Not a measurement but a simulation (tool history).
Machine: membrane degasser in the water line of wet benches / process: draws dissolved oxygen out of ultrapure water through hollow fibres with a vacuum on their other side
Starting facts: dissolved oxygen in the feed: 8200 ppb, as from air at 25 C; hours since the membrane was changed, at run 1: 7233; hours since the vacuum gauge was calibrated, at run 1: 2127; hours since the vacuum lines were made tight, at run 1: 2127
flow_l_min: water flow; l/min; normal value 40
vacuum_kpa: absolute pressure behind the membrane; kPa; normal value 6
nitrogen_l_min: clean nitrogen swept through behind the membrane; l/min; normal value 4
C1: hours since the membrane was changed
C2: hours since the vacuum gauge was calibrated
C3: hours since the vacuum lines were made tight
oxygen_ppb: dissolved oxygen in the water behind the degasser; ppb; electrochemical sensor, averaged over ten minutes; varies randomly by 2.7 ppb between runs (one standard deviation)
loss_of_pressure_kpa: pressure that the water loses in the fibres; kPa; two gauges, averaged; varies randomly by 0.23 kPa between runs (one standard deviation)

Run 1, day 0: usual settings; C1 7233; C2 2127; C3 2127. Result: oxygen_ppb 346 ppb, loss_of_pressure_kpa 65.43 kPa.
Run 2, day 6.371: usual settings; C1 7386; C2 2280; C3 2280. Result: oxygen_ppb 350.1 ppb, loss_of_pressure_kpa 65.28 kPa.
Run 3, day 14.821: usual settings but nitrogen_l_min 2.95 l/min; C1 7589; C2 2482; C3 2482. Result: oxygen_ppb 372.7 ppb, loss_of_pressure_kpa 65.44 kPa.
Run 4, day 23.246: usual settings but vacuum_kpa 6.91 kPa, nitrogen_l_min 2.95 l/min; C1 7791; C2 2685; C3 2685. Result: oxygen_ppb 397.8 ppb, loss_of_pressure_kpa 65.85 kPa.
Run 5, day 37.542: usual settings but flow_l_min 25 l/min; C1 8134; C2 3028; C3 3028. Result: oxygen_ppb 126 ppb, loss_of_pressure_kpa 40.97 kPa.
Run 6, day 51.788: usual settings but flow_l_min 25 l/min; C1 8476; C2 3370; C3 3370. Result: oxygen_ppb 126 ppb, loss_of_pressure_kpa 41.61 kPa.
Run 7, day 64.35: usual settings but flow_l_min 25 l/min, vacuum_kpa 6.33 kPa; C1 8778; C2 3671; C3 3671. Result: oxygen_ppb 136.1 ppb, loss_of_pressure_kpa 42.08 kPa.
Run 8, day 74.308: usual settings but flow_l_min 25 l/min, vacuum_kpa 8.4 kPa; C1 9017; C2 3910; C3 3910. Result: oxygen_ppb 168.3 ppb, loss_of_pressure_kpa 41.76 kPa.
At day 80.192: vacuum gauge calibrated.
Run 9, day 87.575: usual settings but flow_l_min 25 l/min, vacuum_kpa 8.4 kPa; C1 9335; C2 177; C3 4228. Result: oxygen_ppb 164.8 ppb, loss_of_pressure_kpa 42.07 kPa.
Run 10, day 102.083: usual settings; C1 9683; C2 525; C3 4576. Result: oxygen_ppb 382.5 ppb, loss_of_pressure_kpa 67.28 kPa.
Run 11, day 111.992: usual settings; C1 9921; C2 763; C3 4814. Result: oxygen_ppb 390.3 ppb, loss_of_pressure_kpa 67.71 kPa.
Run 12, day 124.729: usual settings; C1 10226; C2 1069; C3 5120. Result: oxygen_ppb 382.8 ppb, loss_of_pressure_kpa 68.38 kPa.
Run 13, day 130.979: usual settings but flow_l_min 25 l/min; C1 10376; C2 1219; C3 5270. Result: oxygen_ppb 135.4 ppb, loss_of_pressure_kpa 42.7 kPa.
Run 14, day 138.508: usual settings but flow_l_min 25 l/min; C1 10557; C2 1400; C3 5450. Result: oxygen_ppb 136 ppb, loss_of_pressure_kpa 43.02 kPa.
Run 15, day 146.504: usual settings but vacuum_kpa 4.64 kPa, nitrogen_l_min 3.3 l/min; C1 10749; C2 1592; C3 5642. Result: oxygen_ppb 370.8 ppb, loss_of_pressure_kpa 68.09 kPa.
Run 16, day 158.6: usual settings but vacuum_kpa 4.64 kPa, nitrogen_l_min 8.48 l/min; C1 11039; C2 1882; C3 5933. Result: oxygen_ppb 361 ppb, loss_of_pressure_kpa 69.34 kPa.
Run 17, day 173.096: usual settings but vacuum_kpa 4.12 kPa, nitrogen_l_min 1.77 l/min; C1 11387; C2 2230; C3 6281. Result: oxygen_ppb 384.7 ppb, loss_of_pressure_kpa 69.42 kPa.
Run 18, day 185.458: usual settings but flow_l_min 48 l/min, vacuum_kpa 14.94 kPa, nitrogen_l_min 2.71 l/min; C1 11684; C2 2526; C3 6577. Result: oxygen_ppb 909.4 ppb, loss_of_pressure_kpa 83.46 kPa.
At day 186.838: membrane cartridge changed.
Run 19, day 199.238: usual settings but flow_l_min 48 l/min, vacuum_kpa 14.94 kPa, nitrogen_l_min 2.71 l/min; C1 298; C2 2853; C3 6904. Result: oxygen_ppb 744.6 ppb, loss_of_pressure_kpa 71.84 kPa.
Run 20, day 210.992: usual settings but flow_l_min 48 l/min, vacuum_kpa 3.91 kPa, nitrogen_l_min 2.71 l/min; C1 580; C2 3135; C3 7186. Result: oxygen_ppb 364.7 ppb, loss_of_pressure_kpa 72.06 kPa.
Run 21, day 223.642: usual settings but flow_l_min 43 l/min, vacuum_kpa 4.47 kPa, nitrogen_l_min 11.93 l/min; C1 883; C2 3439; C3 7490. Result: oxygen_ppb 269.8 ppb, loss_of_pressure_kpa 64.75 kPa.
Run 22, day 233.588: usual settings but flow_l_min 43 l/min, vacuum_kpa 4.47 kPa, nitrogen_l_min 11.93 l/min; C1 1122; C2 3678; C3 7728. Result: oxygen_ppb 270.1 ppb, loss_of_pressure_kpa 64.95 kPa.
Run 23, day 246.538: usual settings but flow_l_min 50 l/min, vacuum_kpa 11.9 kPa, nitrogen_l_min 7.65 l/min; C1 1433; C2 3988; C3 8039. Result: oxygen_ppb 498.9 ppb, loss_of_pressure_kpa 76.26 kPa.
At day 249.15: vacuum gauge calibrated.
At day 253.058: seals of the vacuum lines changed.
Run 24, day 255.846: usual settings but flow_l_min 34 l/min, vacuum_kpa 7.63 kPa, nitrogen_l_min 9.64 l/min; C1 1654; C2 159; C3 67. Result: oxygen_ppb 185.1 ppb, loss_of_pressure_kpa 51.66 kPa.
Run 25, day 266.483: usual settings but flow_l_min 28 l/min, vacuum_kpa 8.01 kPa, nitrogen_l_min 3.01 l/min; C1 1909; C2 414; C3 322. Result: oxygen_ppb 182.4 ppb, loss_of_pressure_kpa 42.7 kPa.
Run 26, day 278.75: usual settings but flow_l_min 35 l/min, vacuum_kpa 5.32 kPa, nitrogen_l_min 4.5 l/min; C1 2203; C2 708; C3 617. Result: oxygen_ppb 199.2 ppb, loss_of_pressure_kpa 53.41 kPa.
Run 27, day 290.146: usual settings but flow_l_min 42 l/min, vacuum_kpa 5.32 kPa, nitrogen_l_min 4.5 l/min; C1 2477; C2 982; C3 890. Result: oxygen_ppb 305 ppb, loss_of_pressure_kpa 64.93 kPa.

Consider 4 possible next runs. They are alternatives, not a sequence: every one starts from the tool as it was left by run 27. What does each give?
Run A, day 297.296: usual settings but flow_l_min 25 l/min, vacuum_kpa 7.6 kPa, nitrogen_l_min 5.06 l/min; C1 2649; C2 1154; C3 1062. Result: oxygen_ppb ?, loss_of_pressure_kpa ?.
Run B, day 297.296: usual settings but vacuum_kpa 9.82 kPa, nitrogen_l_min 10.44 l/min; C1 2649; C2 1154; C3 1062. Result: oxygen_ppb ?, loss_of_pressure_kpa ?.
Run C, day 297.296: usual settings but flow_l_min 42 l/min, vacuum_kpa 12.39 kPa, nitrogen_l_min 4.5 l/min; C1 2649; C2 1154; C3 1062. Result: oxygen_ppb ?, loss_of_pressure_kpa ?.
Run D, day 297.296: usual settings but flow_l_min 44 l/min, vacuum_kpa 4.2 kPa, nitrogen_l_min 2.34 l/min; C1 2649; C2 1154; C3 1062. Result: oxygen_ppb ?, loss_of_pressure_kpa ?.

run  oxygen_ppb  loss_of_pressure_kpa
  A       110.2                 38.25
  B       291.9                 61.31
  C       447.5                 64.59
  D       332.2                 67.26
With the hidden condition removed and each run's random variation left untouched, the same runs would have given:
run  oxygen_ppb  loss_of_pressure_kpa
  A       101.6                  37.1
  B       267.7                 59.48
  C       421.6                 62.66
  D       303.5                 65.24
